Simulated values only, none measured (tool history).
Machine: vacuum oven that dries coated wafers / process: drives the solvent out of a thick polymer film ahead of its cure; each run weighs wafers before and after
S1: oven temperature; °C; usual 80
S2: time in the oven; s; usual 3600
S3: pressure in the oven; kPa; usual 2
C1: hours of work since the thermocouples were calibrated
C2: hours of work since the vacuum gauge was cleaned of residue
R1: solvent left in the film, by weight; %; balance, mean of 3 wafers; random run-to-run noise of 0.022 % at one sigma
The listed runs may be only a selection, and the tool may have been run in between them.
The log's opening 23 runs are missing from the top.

run 24 day=41.246 | S1=80 S2=4740 S3=1.03 | C1=1174 C2=1306 | R1=1.39
run 25 day=43.621 | S1=67 S2=4740 S3=1.05 | C1=1216 C2=1348 | R1=3.65
run 26 day=44.671 | S1=89 S2=4740 S3=1.37 | C1=1234 C2=1366 | R1=1.08
run 27 day=46.879 | S1=89 S2=4740 S3=1.37 | C1=1273 C2=1405 | R1=1.06
run 28 day=49.258 | S1=75 S2=4800 S3=5.05 | C1=1315 C2=1447 | R1=5.71
run 29 day=51.117 | S1=72 S2=4800 S3=2 | C1=1348 C2=1480 | R1=3.45
run 30 day=52.688 | S1=82 S2=4740 S3=6.81 | C1=1376 C2=1508 | R1=5.43
run 31 day=53.742 | S1=82 S2=6240 S3=6.81 | C1=1395 C2=1527 | R1=5.42
run 32 day=55.358 | S1=89 S2=4920 S3=2.77 | C1=1423 C2=1555 | R1=1.9
run 33 day=57.65 | S1=80 S2=3180 S3=2.77 | C1=1464 C2=1596 | R1=3.15
-- day=58.312 oven's thermocouples calibrated
run 34 day=58.846 | S1=80 S2=3180 S3=1.32 | C1=9 C2=1615 | R1=2.55
run 35 day=60.662 | S1=77 S2=4440 S3=5.72 | C1=41 C2=1647 | R1=6.7
run 36 day=62.829 | S1=80 S2=4260 S3=4.24 | C1=80 C2=1686 | R1=4.54
run 37 day=63.829 | S1=72 S2=6000 S3=1.33 | C1=97 C2=1703 | R1=3
run 38 day=65.779 | S1=86 S2=3600 S3=2 | C1=132 C2=1738 | R1=2.01
run 39 day=66.771 | S1=95 S2=3840 S3=2 | C1=149 C2=1755 | R1=1.29
run 40 day=68.392 | S1=81 S2=3240 S3=2 | C1=178 C2=1784 | R1=2.92
run 41 day=69.483 | S1=80 S2=1980 S3=3.63 | C1=197 C2=1803 | R1=5.41
run 42 day=71.529 | S1=70 S2=3780 S3=1.43 | C1=233 C2=1839 | R1=4.62
run 43 day=73.912 | S1=75 S2=3780 S3=6.13 | C1=276 C2=1882 | R1=7.77
run 44 day=75.079 | S1=75 S2=3780 S3=6.13 | C1=296 C2=1902 | R1=7.8
run 45 day=77.408 | S1=79 S2=3540 S3=1.44 | C1=337 C2=1943 | R1=2.68
run 46 day=79.246 | S1=79 S2=3540 S3=1.44 | C1=370 C2=1976 | R1=2.69

3 ways to go on from here, each from the tool as it stands after run 46. What would each give?
run A day=80.233 | S1=77 S2=3540 S3=1.22 | C1=387 C2=1993 | R1=?
run B day=80.233 | S1=70 S2=3540 S3=1.44 | C1=387 C2=1993 | R1=?
run C day=80.233 | S1=81 S2=1800 S3=3.25 | C1=387 C2=1993 | R1=?

run=A R1=2.9
run=B R1=4.79
run=C R1=5.17
What these runs would have given with no unlogged condition in the tool:
run=A R1=2.34
run=B R1=4.13
run=C R1=4.78
